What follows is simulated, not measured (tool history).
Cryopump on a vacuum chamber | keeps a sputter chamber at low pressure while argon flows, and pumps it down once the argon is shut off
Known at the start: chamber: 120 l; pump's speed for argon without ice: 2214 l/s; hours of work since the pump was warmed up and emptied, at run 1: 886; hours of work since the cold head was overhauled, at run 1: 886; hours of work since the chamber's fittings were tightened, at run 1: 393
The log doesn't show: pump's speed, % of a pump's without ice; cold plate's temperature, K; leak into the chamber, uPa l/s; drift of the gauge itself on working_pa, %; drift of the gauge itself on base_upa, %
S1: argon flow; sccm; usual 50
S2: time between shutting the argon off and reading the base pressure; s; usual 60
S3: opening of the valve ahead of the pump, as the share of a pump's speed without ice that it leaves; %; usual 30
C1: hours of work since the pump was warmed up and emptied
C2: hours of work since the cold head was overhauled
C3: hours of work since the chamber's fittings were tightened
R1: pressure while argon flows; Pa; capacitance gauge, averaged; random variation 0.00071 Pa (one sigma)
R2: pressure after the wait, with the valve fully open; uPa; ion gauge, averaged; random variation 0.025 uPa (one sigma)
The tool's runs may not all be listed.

| run | hour | S1 | S2 | S3 | C1 | C2 | C3 | R1 | R2 |
|---|---|---|---|---|---|---|---|---|---|
| 1 | 0 | 50 | 60 | 30 | 886 | 886 | 393 | 0.1374 | 1.43 |
| 2 | 56.7 | 92 | 60 | 30 | 928 | 928 | 435 | 0.2547 | 1.39 |
| 3 | 103.2 | 58 | 60 | 30 | 962 | 962 | 470 | 0.1605 | 1.5 |
| 4 | 166.9 | 61 | 60 | 30 | 1009 | 1009 | 517 | 0.1717 | 1.58 |
|  | 218.5 | pump warmed up, emptied and cooled again |
| 5 | 236.7 | 32 | 60 | 30 | 13 | 1058 | 565 | 0.0821 | 1.43 |
| 6 | 270 | 32 | 60 | 30 | 38 | 1082 | 590 | 0.0819 | 1.47 |
| 7 | 313.8 | 32 | 60 | 30 | 71 | 1115 | 623 | 0.0819 | 1.42 |
| 8 | 373.4 | 32 | 60 | 30 | 115 | 1159 | 667 | 0.0825 | 1.5 |
| 9 | 431.6 | 32 | 102 | 30 | 158 | 1202 | 710 | 0.0821 | 1.25 |
| 10 | 487.5 | 32 | 102 | 30 | 200 | 1244 | 752 | 0.0846 | 1.27 |
| 11 | 555.3 | 32 | 102 | 30 | 250 | 1294 | 802 | 0.0829 | 1.34 |
| 12 | 590.4 | 32 | 102 | 32 | 276 | 1320 | 828 | 0.0789 | 1.33 |
| 13 | 654.7 | 24 | 25 | 50 | 324 | 1368 | 876 | 0.0383 | 2.86 |
| 14 | 706.6 | 61 | 25 | 50 | 362 | 1406 | 914 | 0.099 | 2.84 |
| 15 | 749.6 | 61 | 25 | 50 | 394 | 1438 | 946 | 0.0971 | 2.94 |
| 16 | 819.9 | 22 | 60 | 36 | 446 | 1491 | 998 | 0.0485 | 1.9 |
| 17 | 860.9 | 50 | 143 | 30 | 477 | 1521 | 1029 | 0.1329 | 1.45 |
| 18 | 936.1 | 73 | 143 | 30 | 533 | 1577 | 1084 | 0.1938 | 1.45 |
| 19 | 977.9 | 67 | 55 | 30 | 564 | 1608 | 1116 | 0.1799 | 2.06 |
| 20 | 1025.7 | 39 | 39 | 33 | 599 | 1643 | 1151 | 0.0955 | 2.5 |
| 21 | 1083.8 | 72 | 163 | 18 | 642 | 1686 | 1194 | 0.3177 | 1.56 |
| 22 | 1129.9 | 80 | 100 | 18 | 676 | 1721 | 1228 | 0.3538 | 1.8 |

3 ways to go on from here, each from the tool as it stands after run 22. What would each give?
| A | 1193.1 | 49 | 60 | 20 | 723 | 1768 | 1275 | ? | ? |
| B | 1193.1 | 23 | 251 | 36 | 723 | 1768 | 1275 | ? | ? |
| C | 1193.1 | 50 | 101 | 22 | 723 | 1768 | 1275 | ? | ? |

| run | R1 | R2 |
|---|---|---|
| A | 0.1965 | 2.23 |
| B | 0.053 | 1.6 |
| C | 0.1835 | 1.83 |
Without the tool's hidden state the same runs would have given:
| run | R1 | R2 |
|---|---|---|
| A | 0.1876 | 1.01 |
| B | 0.0488 | 0.34 |
| C | 0.1744 | 0.61 |

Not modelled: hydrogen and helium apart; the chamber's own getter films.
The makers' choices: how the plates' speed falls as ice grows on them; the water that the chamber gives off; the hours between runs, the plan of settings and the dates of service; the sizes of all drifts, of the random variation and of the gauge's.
